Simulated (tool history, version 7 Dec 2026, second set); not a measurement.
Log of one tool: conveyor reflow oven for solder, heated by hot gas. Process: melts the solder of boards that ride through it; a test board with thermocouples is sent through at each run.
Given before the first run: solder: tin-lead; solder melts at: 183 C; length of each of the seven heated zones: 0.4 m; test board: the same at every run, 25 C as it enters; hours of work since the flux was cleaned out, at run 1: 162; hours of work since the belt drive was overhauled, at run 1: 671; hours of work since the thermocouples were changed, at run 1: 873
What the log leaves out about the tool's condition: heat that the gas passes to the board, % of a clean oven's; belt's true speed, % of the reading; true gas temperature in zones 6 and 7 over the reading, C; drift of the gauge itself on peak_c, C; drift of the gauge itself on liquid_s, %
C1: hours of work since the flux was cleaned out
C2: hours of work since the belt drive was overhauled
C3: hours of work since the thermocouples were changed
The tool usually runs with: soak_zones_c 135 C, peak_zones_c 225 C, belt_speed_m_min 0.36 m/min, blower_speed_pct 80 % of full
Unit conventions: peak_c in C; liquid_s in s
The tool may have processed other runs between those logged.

{"run": 1, "hour": 0.0, "soak_zones_c": 135, "peak_zones_c": 225, "belt_speed_m_min": 0.36, "blower_speed_pct": 80, "C1": 162, "C2": 671, "C3": 873, "peak_c": 213.2, "liquid_s": 96.9}
{"run": 2, "hour": 20.9, "soak_zones_c": 135, "peak_zones_c": 225, "belt_speed_m_min": 0.36, "blower_speed_pct": 80, "C1": 174, "C2": 682, "C3": 884, "peak_c": 213.5, "liquid_s": 96.4}
{"run": 3, "hour": 56.0, "soak_zones_c": 141, "peak_zones_c": 225, "belt_speed_m_min": 0.36, "blower_speed_pct": 80, "C1": 193, "C2": 702, "C3": 904, "peak_c": 213.8, "liquid_s": 100.9}
{"run": 4, "hour": 99.5, "soak_zones_c": 135, "peak_zones_c": 225, "belt_speed_m_min": 0.36, "blower_speed_pct": 80, "C1": 218, "C2": 726, "C3": 928, "peak_c": 212.9, "liquid_s": 95.6}
{"hour": 113.7, "done": "thermocouples of zones 6 and 7 changed"}
{"run": 5, "hour": 141.6, "soak_zones_c": 135, "peak_zones_c": 225, "belt_speed_m_min": 0.36, "blower_speed_pct": 80, "C1": 240, "C2": 748, "C3": 16, "peak_c": 214, "liquid_s": 97.4}
{"run": 6, "hour": 172.7, "soak_zones_c": 135, "peak_zones_c": 225, "belt_speed_m_min": 0.36, "blower_speed_pct": 80, "C1": 257, "C2": 766, "C3": 33, "peak_c": 213.9, "liquid_s": 96.9}
{"hour": 192.1, "done": "flux residue cleaned out of gas plates and filters"}
{"run": 7, "hour": 216.0, "soak_zones_c": 135, "peak_zones_c": 225, "belt_speed_m_min": 0.36, "blower_speed_pct": 80, "C1": 13, "C2": 787, "C3": 54, "peak_c": 215.4, "liquid_s": 100.3}
{"run": 8, "hour": 247.2, "soak_zones_c": 135, "peak_zones_c": 225, "belt_speed_m_min": 0.36, "blower_speed_pct": 80, "C1": 31, "C2": 805, "C3": 72, "peak_c": 215.8, "liquid_s": 99.7}
{"run": 9, "hour": 270.1, "soak_zones_c": 135, "peak_zones_c": 225, "belt_speed_m_min": 0.36, "blower_speed_pct": 80, "C1": 44, "C2": 817, "C3": 84, "peak_c": 214.8, "liquid_s": 99.7}
{"run": 10, "hour": 298.8, "soak_zones_c": 135, "peak_zones_c": 225, "belt_speed_m_min": 0.36, "blower_speed_pct": 80, "C1": 60, "C2": 833, "C3": 100, "peak_c": 214.9, "liquid_s": 99}
{"run": 11, "hour": 341.7, "soak_zones_c": 135, "peak_zones_c": 225, "belt_speed_m_min": 0.36, "blower_speed_pct": 80, "C1": 83, "C2": 857, "C3": 124, "peak_c": 214.4, "liquid_s": 99.6}
{"run": 12, "hour": 363.8, "soak_zones_c": 135, "peak_zones_c": 231, "belt_speed_m_min": 0.36, "blower_speed_pct": 80, "C1": 96, "C2": 870, "C3": 137, "peak_c": 220.1, "liquid_s": 105.6}
{"run": 13, "hour": 404.9, "soak_zones_c": 135, "peak_zones_c": 225, "belt_speed_m_min": 0.36, "blower_speed_pct": 80, "C1": 119, "C2": 893, "C3": 160, "peak_c": 214.5, "liquid_s": 98.6}
{"run": 14, "hour": 443.8, "soak_zones_c": 135, "peak_zones_c": 225, "belt_speed_m_min": 0.36, "blower_speed_pct": 80, "C1": 140, "C2": 914, "C3": 181, "peak_c": 214.4, "liquid_s": 98.1}
{"run": 15, "hour": 487.0, "soak_zones_c": 135, "peak_zones_c": 225, "belt_speed_m_min": 0.36, "blower_speed_pct": 80, "C1": 165, "C2": 938, "C3": 205, "peak_c": 214.5, "liquid_s": 98}
{"run": 16, "hour": 515.1, "soak_zones_c": 135, "peak_zones_c": 225, "belt_speed_m_min": 0.36, "blower_speed_pct": 80, "C1": 180, "C2": 954, "C3": 221, "peak_c": 214.3, "liquid_s": 97.8}
{"run": 17, "hour": 557.5, "soak_zones_c": 135, "peak_zones_c": 236, "belt_speed_m_min": 0.36, "blower_speed_pct": 80, "C1": 204, "C2": 978, "C3": 245, "peak_c": 223.6, "liquid_s": 108.6}
{"run": 18, "hour": 601.3, "soak_zones_c": 123, "peak_zones_c": 234, "belt_speed_m_min": 0.36, "blower_speed_pct": 68, "C1": 228, "C2": 1002, "C3": 269, "peak_c": 217.7, "liquid_s": 95}
{"run": 19, "hour": 629.2, "soak_zones_c": 140, "peak_zones_c": 223, "belt_speed_m_min": 0.41, "blower_speed_pct": 77, "C1": 244, "C2": 1018, "C3": 285, "peak_c": 208.4, "liquid_s": 79.1}
{"run": 20, "hour": 652.5, "soak_zones_c": 140, "peak_zones_c": 223, "belt_speed_m_min": 0.41, "blower_speed_pct": 77, "C1": 257, "C2": 1031, "C3": 298, "peak_c": 208.8, "liquid_s": 78.5}
{"hour": 672.9, "done": "flux residue cleaned out of gas plates and filters"}
{"run": 21, "hour": 680.6, "soak_zones_c": 141, "peak_zones_c": 225, "belt_speed_m_min": 0.36, "blower_speed_pct": 63, "C1": 4, "C2": 1044, "C3": 311, "peak_c": 213.3, "liquid_s": 99.5}
{"run": 22, "hour": 719.7, "soak_zones_c": 140, "peak_zones_c": 215, "belt_speed_m_min": 0.425, "blower_speed_pct": 59, "C1": 26, "C2": 1065, "C3": 332, "peak_c": 198.9, "liquid_s": 56.7}
{"run": 23, "hour": 740.6, "soak_zones_c": 137, "peak_zones_c": 215, "belt_speed_m_min": 0.349, "blower_speed_pct": 59, "C1": 38, "C2": 1077, "C3": 344, "peak_c": 203.1, "liquid_s": 82.4}
{"run": 24, "hour": 779.3, "soak_zones_c": 125, "peak_zones_c": 225, "belt_speed_m_min": 0.305, "blower_speed_pct": 80, "C1": 59, "C2": 1099, "C3": 366, "peak_c": 217, "liquid_s": 118.7}
{"run": 25, "hour": 799.9, "soak_zones_c": 125, "peak_zones_c": 225, "belt_speed_m_min": 0.305, "blower_speed_pct": 80, "C1": 71, "C2": 1110, "C3": 377, "peak_c": 216.9, "liquid_s": 118.2}
{"run": 26, "hour": 830.8, "soak_zones_c": 128, "peak_zones_c": 218, "belt_speed_m_min": 0.3, "blower_speed_pct": 51, "C1": 88, "C2": 1127, "C3": 394, "peak_c": 206.1, "liquid_s": 98.3}
{"hour": 852.1, "done": "belt drive overhauled, speed set with a stopwatch"}
{"run": 27, "hour": 872.2, "soak_zones_c": 135, "peak_zones_c": 226, "belt_speed_m_min": 0.36, "blower_speed_pct": 80, "C1": 109, "C2": 11, "C3": 415, "peak_c": 215, "liquid_s": 98.4}
{"run": 28, "hour": 894.4, "soak_zones_c": 135, "peak_zones_c": 226, "belt_speed_m_min": 0.36, "blower_speed_pct": 80, "C1": 121, "C2": 24, "C3": 428, "peak_c": 214.7, "liquid_s": 98}
{"run": 29, "hour": 915.1, "soak_zones_c": 135, "peak_zones_c": 226, "belt_speed_m_min": 0.36, "blower_speed_pct": 80, "C1": 133, "C2": 35, "C3": 439, "peak_c": 214.9, "liquid_s": 97.3}
{"run": 30, "hour": 948.8, "soak_zones_c": 135, "peak_zones_c": 226, "belt_speed_m_min": 0.36, "blower_speed_pct": 80, "C1": 152, "C2": 54, "C3": 458, "peak_c": 214.1, "liquid_s": 97.9}
{"run": 31, "hour": 978.4, "soak_zones_c": 135, "peak_zones_c": 226, "belt_speed_m_min": 0.36, "blower_speed_pct": 80, "C1": 168, "C2": 70, "C3": 475, "peak_c": 214.4, "liquid_s": 97.3}

Hidden state or all else? Some run-to-run changes of peak_c, split into what the settings, what came in and random variation would give without the hidden state, and what is left for the hidden state (with any gauge scatter that isn't in both results):
Run 4 -> 5: thermocouples of zones 6 and 7 changed. peak_c +1.1 C: hidden state +1.3, all else -0.2.
Run 6 -> 7: flux residue cleaned out of gas plates and filters. peak_c +1.5 C: hidden state +1.5, all else +0.
Run 20 -> 21: soak_zones_c 140 -> 141, peak_zones_c 223 -> 225, belt_speed_m_min 0.41 -> 0.36, blower_speed_pct 77 -> 63, flux residue cleaned out of gas plates and filters. peak_c +4.5 C: hidden state +2.1, all else +2.4.
Run 21 -> 22: soak_zones_c 141 -> 140, peak_zones_c 225 -> 215, belt_speed_m_min 0.36 -> 0.425, blower_speed_pct 63 -> 59. peak_c -14.4 C: hidden state -0.1, all else -14.3.
Run 23 -> 24: soak_zones_c 137 -> 125, peak_zones_c 215 -> 225, belt_speed_m_min 0.349 -> 0.305, blower_speed_pct 59 -> 80. peak_c +13.9 C: hidden state -0.2, all else +14.1.
Run 25 -> 26: soak_zones_c 125 -> 128, peak_zones_c 225 -> 218, belt_speed_m_min 0.305 -> 0.3, blower_speed_pct 80 -> 51. peak_c -10.8 C: hidden state +0.1, all else -10.9.

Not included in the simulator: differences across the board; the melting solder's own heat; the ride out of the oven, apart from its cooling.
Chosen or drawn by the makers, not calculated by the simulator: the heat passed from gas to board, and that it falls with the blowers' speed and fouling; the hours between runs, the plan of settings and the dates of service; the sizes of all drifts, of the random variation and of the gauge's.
